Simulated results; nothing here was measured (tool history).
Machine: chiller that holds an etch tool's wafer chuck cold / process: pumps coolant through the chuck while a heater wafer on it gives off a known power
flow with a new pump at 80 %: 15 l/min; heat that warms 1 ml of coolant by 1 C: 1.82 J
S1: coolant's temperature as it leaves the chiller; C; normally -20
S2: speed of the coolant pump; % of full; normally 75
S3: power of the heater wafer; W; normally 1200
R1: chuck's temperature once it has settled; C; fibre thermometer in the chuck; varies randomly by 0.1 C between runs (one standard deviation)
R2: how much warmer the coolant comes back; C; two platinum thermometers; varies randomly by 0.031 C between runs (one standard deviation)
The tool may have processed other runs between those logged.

{"run": 1, "hour": 0.0, "S1": -20, "S2": 75, "S3": 1200, "R1": -8, "R2": 2.78}
{"run": 2, "hour": 150.4, "S1": -20, "S2": 75, "S3": 749, "R1": -12.4, "R2": 1.82}
{"run": 3, "hour": 275.6, "S1": -24, "S2": 75, "S3": 1200, "R1": -11.8, "R2": 2.74}
{"run": 4, "hour": 355.5, "S1": -24, "S2": 75, "S3": 1200, "R1": -11.8, "R2": 2.81}
{"run": 5, "hour": 431.8, "S1": -24, "S2": 75, "S3": 1200, "R1": -11.9, "R2": 2.85}
{"run": 6, "hour": 511.6, "S1": -24, "S2": 75, "S3": 1200, "R1": -11.9, "R2": 2.77}

What will run 7 give?
{"hour": 668.1, "done": "coolant changed, channels flushed"}
{"run": 7, "hour": 694.4, "S1": -16, "S2": 91, "S3": 1197, "R1": "?", "R2": "?"}

R1: -5.9 C
R2: 2.18 C
With no hidden state in the tool, this same run would have given R1 -5.9 C, R2 2.26 C.

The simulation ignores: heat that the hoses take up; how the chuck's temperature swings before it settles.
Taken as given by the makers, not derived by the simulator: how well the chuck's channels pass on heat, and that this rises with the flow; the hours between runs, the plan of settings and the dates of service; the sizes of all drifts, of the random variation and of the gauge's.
